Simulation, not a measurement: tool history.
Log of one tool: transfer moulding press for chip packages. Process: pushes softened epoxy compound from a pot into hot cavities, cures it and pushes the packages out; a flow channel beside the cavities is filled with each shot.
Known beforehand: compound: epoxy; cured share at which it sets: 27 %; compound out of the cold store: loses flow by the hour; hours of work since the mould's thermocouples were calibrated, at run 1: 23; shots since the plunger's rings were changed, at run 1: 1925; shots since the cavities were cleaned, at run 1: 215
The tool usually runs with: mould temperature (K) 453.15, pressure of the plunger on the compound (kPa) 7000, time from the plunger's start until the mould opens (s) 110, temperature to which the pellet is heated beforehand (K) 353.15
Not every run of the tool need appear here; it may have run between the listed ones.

run	hour	mould temperature (K)	pressure of the plunger on the compound (kPa)	time from the plunger's start until the mould opens (s)	temperature to which the pellet is heated beforehand (K)	hours of work since the mould's thermocouples were calibrated	shots since the plunger's rings were changed	shots since the cavities were cleaned	incoming compound's hours out of the cold store	length that the compound runs in the flow channel (mm)	greatest force on the pins that push the packages out (N)
1	0	453.15	7000	110	353.15	23	1925	215	27.4	607	375
2	8.9	453.15	6130	110	353.15	28	2017	307	29.3	572	381
3	23.5	453.15	6130	110	353.15	36	2168	458	27	574	404
4	37.1	453.15	6130	110	353.15	44	2309	599	32.3	554	450
5	53.8	453.15	6130	110	353.15	53	2482	772	12.1	579	457
# hour 64.1: cavities cleaned with cleaning compound and waxed
6	66.9	453.15	5630	110	353.15	60	2603	29	14.7	555	299
7	79.7	453.15	5630	110	353.15	67	2735	161	38.7	520	358
8	87.8	453.15	7000	110	353.15	72	2819	245	25.4	610	383
9	101.6	453.15	7000	110	353.15	80	2962	388	34.2	596	408
10	112.3	453.15	7000	110	353.15	86	3073	499	25.4	600	455
11	129	453.15	7000	110	353.15	95	3246	672	30.1	583	466
# hour 145.4: plunger's sealing rings changed
12	146.1	453.15	7000	110	353.15	103	7	823	8.9	659	483
# hour 152.6: cavities cleaned with cleaning compound and waxed
13	160.2	453.15	7000	110	353.15	111	138	78	37	622	332
14	173.9	453.15	7000	110	353.15	118	280	220	16.7	639	383
15	189.3	453.15	7000	110	353.15	127	439	379	33.5	612	409
16	201.8	455.15	5960	101	357.15	134	569	509	38.8	551	447
17	209.9	455.15	5960	101	357.15	139	653	593	13.4	593	469
18	228.9	457.15	5960	101	359.15	149	850	790	37.6	555	451
# hour 237.8: cavities cleaned with cleaning compound and waxed
19	248	453.15	6270	127	350.15	159	1032	105	35.7	568	313
20	259.8	453.15	7000	120	353.15	166	1155	228	45.4	590	350
21	276.8	453.15	7000	120	353.15	176	1331	404	39.5	596	402
22	293.2	453.15	7000	120	353.15	185	1500	573	17.1	633	414
23	301.5	448.15	5220	91	346.15	190	1586	659	43.3	518	865
24	311.4	452.15	7470	110	353.15	195	1690	763	10.6	660	485
# hour 322.8: cavities cleaned with cleaning compound and waxed
25	324.9	460.15	8190	150	353.15	202	1814	22	41.3	625	280
26	341.6	460.15	8190	150	353.15	212	1987	195	18.5	661	327
27	354.7	460.15	5660	135	353.15	219	2122	330	16.4	547	359
28	373.9	453.15	8490	110	353.15	230	2322	530	13.8	689	450
29	392.5	447.15	8490	129	353.15	240	2515	723	42.9	650	472

4 ways to go on from here, each from the tool as it stands after run 29. What would each give?
A	402.9	456.15	5400	140	353.15	246	2622	830	29.3	?	?
B	402.9	453.15	7000	102	353.15	246	2622	830	10.9	?	?
C	402.9	459.15	5880	110	353.15	246	2622	830	15.1	?	?
D	402.9	447.15	6790	109	347.15	246	2622	830	10.5	?	?

run	length that the compound runs in the flow channel (mm)	greatest force on the pins that push the packages out (N)
A	519	400
B	624	522
C	561	420
D	633	639
With the hidden condition removed and each run's random variation left untouched, the same runs would have given:
run	length that the compound runs in the flow channel (mm)	greatest force on the pins that push the packages out (N)
A	546	251
B	657	330
C	590	264
D	667	408
